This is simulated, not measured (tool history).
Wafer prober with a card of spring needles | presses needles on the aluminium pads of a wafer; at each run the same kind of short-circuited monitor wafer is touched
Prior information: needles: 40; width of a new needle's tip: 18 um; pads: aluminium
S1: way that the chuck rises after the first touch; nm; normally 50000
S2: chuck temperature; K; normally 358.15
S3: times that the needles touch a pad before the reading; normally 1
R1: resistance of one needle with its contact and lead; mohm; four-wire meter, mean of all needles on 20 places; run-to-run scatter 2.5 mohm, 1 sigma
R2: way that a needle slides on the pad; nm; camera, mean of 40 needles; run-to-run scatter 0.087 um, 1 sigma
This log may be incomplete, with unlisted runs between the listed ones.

| run | day | S1 | S2 | S3 | R1 | R2 |
|---|---|---|---|---|---|---|
| 1 | 0.000 | 50000 | 358.15 | 1 | 325 | 9310 |
|  | 0.083 | tips cleaned on abrasive film |
| 2 | 0.396 | 50000 | 358.15 | 1 | 348 | 9070 |
|  | 0.717 | tips cleaned on abrasive film |
| 3 | 0.838 | 50000 | 358.15 | 1 | 309 | 8970 |
|  | 1.346 | tips cleaned on abrasive film |
| 4 | 1.700 | 50000 | 358.15 | 1 | 320 | 9010 |
|  | 1.979 | tips cleaned on abrasive film |
| 5 | 2.204 | 50000 | 358.15 | 1 | 312 | 9040 |
|  | 2.646 | tips cleaned on abrasive film |
|  | 2.896 | tips cleaned on abrasive film, once more |
| 6 | 2.988 | 50000 | 358.15 | 1 | 304 | 9150 |
|  | 3.562 | tips cleaned on abrasive film |
| 7 | 3.788 | 58000 | 358.15 | 1 | 301 | 10540 |
|  | 4.204 | tips cleaned on abrasive film |
| 8 | 4.338 | 58000 | 358.15 | 1 | 302 | 10400 |
| 9 | 4.729 | 58000 | 358.15 | 1 | 312 | 10510 |
|  | 4.846 | tips cleaned on abrasive film |
| 10 | 5.338 | 50000 | 358.15 | 1 | 325 | 9000 |
|  | 5.467 | tips cleaned on abrasive film |
| 11 | 5.992 | 50000 | 358.15 | 1 | 329 | 9030 |
|  | 6.133 | tips cleaned on abrasive film |
|  | 6.767 | tips cleaned on abrasive film |
| 12 | 6.883 | 50000 | 298.15 | 1 | 292 | 8870 |
|  | 7.412 | tips cleaned on abrasive film |
| 13 | 7.700 | 55000 | 358.15 | 1 | 312 | 9850 |
|  | 8.033 | tips cleaned on abrasive film |
| 14 | 8.346 | 50000 | 358.15 | 1 | 319 | 8900 |
|  | 8.675 | tips cleaned on abrasive film |
| 15 | 9.212 | 50000 | 358.15 | 1 | 326 | 8680 |
|  | 9.304 | tips cleaned on abrasive film |
|  | 9.962 | tips cleaned on abrasive film |
| 16 | 9.971 | 69000 | 358.15 | 1 | 295 | 12480 |
|  | 10.592 | tips cleaned on abrasive film |
| 17 | 10.888 | 50000 | 308.15 | 2 | 295 | 8690 |
|  | 11.271 | tips cleaned on abrasive film |
| 18 | 11.617 | 35000 | 348.15 | 2 | 334 | 5840 |
|  | 11.900 | tips cleaned on abrasive film |
|  | 12.521 | tips cleaned on abrasive film |
| 19 | 12.521 | 50000 | 304.15 | 2 | 280 | 8810 |
|  | 13.183 | tips cleaned on abrasive film |
| 20 | 13.317 | 50000 | 304.15 | 2 | 285 | 8490 |
|  | 13.829 | tips cleaned on abrasive film |
| 21 | 13.908 | 50000 | 351.15 | 1 | 305 | 8720 |
| 22 | 14.321 | 50000 | 344.15 | 1 | 326 | 8630 |
|  | 14.492 | tips cleaned on abrasive film |
| 23 | 14.967 | 32000 | 363.15 | 1 | 393 | 5100 |
|  | 15.138 | tips cleaned on abrasive film |
| 24 | 15.454 | 65000 | 358.15 | 2 | 301 | 11480 |
|  | 15.821 | tips cleaned on abrasive film |
| 25 | 16.088 | 65000 | 358.15 | 2 | 295 | 11540 |
|  | 16.496 | tips cleaned on abrasive film |
| 26 | 16.775 | 65000 | 358.15 | 2 | 299 | 11440 |
|  | 17.146 | tips cleaned on abrasive film |
| 27 | 17.483 | 65000 | 358.15 | 2 | 302 | 11480 |
|  | 17.779 | tips cleaned on abrasive film |
| 28 | 18.388 | 69000 | 308.15 | 2 | 287 | 12250 |
|  | 18.458 | tips cleaned on abrasive film |
|  | 19.138 | tips cleaned on abrasive film |
| 29 | 19.271 | 35000 | 309.15 | 2 | 308 | 5430 |
| 30 | 19.654 | 35000 | 309.15 | 2 | 340 | 5550 |
|  | 19.779 | tips cleaned on abrasive film |
|  | 19.983 | height of the first contact set anew |
|  | 20.475 | tips cleaned on abrasive film |
| 31 | 20.579 | 40000 | 304.15 | 2 | 289 | 7680 |

Some steps in R1 between neighbouring runs. How much of each would the tool show without its hidden state too (settings, what came in, random variation), and how much is left for the hidden state, with any gauge scatter that isn't in both results?
The hidden state here: debris on the tips, nm; way that the needles fall short of the set height, um; tips' diameter, um; drift of the gauge itself on contact_mohm, %; drift of the gauge itself on scrub_um, %.
Run 18 -> 19: S1 35000 -> 50000, S2 348.15 -> 304.15, tips cleaned on abrasive film, tips cleaned on abrasive film. R1 -54 mohm: hidden state -34, all else -20.
Run 22 -> 23: S1 50000 -> 32000, S2 344.15 -> 363.15, tips cleaned on abrasive film. R1 +67 mohm: hidden state +50, all else +17.
Run 23 -> 24: S1 32000 -> 65000, S2 363.15 -> 358.15, S3 1 -> 2, tips cleaned on abrasive film. R1 -92 mohm: hidden state -75, all else -17.
Run 30 -> 31: S1 35000 -> 40000, S2 309.15 -> 304.15, tips cleaned on abrasive film, height of the first contact set anew, tips cleaned on abrasive film. R1 -51 mohm: hidden state -45, all else -6.
